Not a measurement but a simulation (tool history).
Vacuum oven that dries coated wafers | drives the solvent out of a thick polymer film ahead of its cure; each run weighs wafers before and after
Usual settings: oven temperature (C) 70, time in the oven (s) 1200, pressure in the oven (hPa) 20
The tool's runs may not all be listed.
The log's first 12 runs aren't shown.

run	hour	oven temperature (C)	time in the oven (s)	pressure in the oven (hPa)	hours of work since the thermocouples were calibrated	hours of work since the vacuum gauge was cleaned of residue	solvent left in the film (%)
13	100.6	70	1200	20.9	183	554	2.33
14	108.7	65	1200	20	188	558	4.18
15	117.8	65	1200	38	193	563	5.65
16	127.4	65	1200	38	198	568	5.57
17	138.5	65	1200	38	204	575	5.68
18	145.2	71	1200	30	208	578	2.68
19	151.9	61	720	20	211	582	9.62
20	160.6	70	900	20	216	587	3.42
21	170.7	57	1140	20	222	592	9.37
22	178.2	57	1140	20	226	597	9.19
23	187.2	57	1140	20	231	601	9.17
24	198.5	57	1140	20	237	608	9.26
25	209.9	57	1560	49.1	243	614	10.11
26	218.9	57	1560	49.1	248	619	10.16
27	224	57	1560	49.1	251	622	10.27
28	229	70	1200	44	254	625	3.93
29	241.1	70	1200	47.2	261	631	4.3
30	252.1	70	1620	28.6	267	637	2.45
31	263.5	70	1620	47.6	273	644	3.65

5 ways to go on from here, each from the tool as it stands after run 31. What would each give?
A	268.7	70	1620	23.4	276	647	?
B	268.7	70	1140	20	276	647	?
C	268.7	70	1200	11	276	647	?
D	268.7	70	1320	29.8	276	647	?
E	268.7	69	2100	38.9	276	647	?

run	solvent left in the film (%)
A	2.06
B	2.49
C	1.8
D	2.88
E	3.09
Without the tool's hidden state the same runs would have given:
run	solvent left in the film (%)
A	1.85
B	2.22
C	1.55
D	2.63
E	2.86
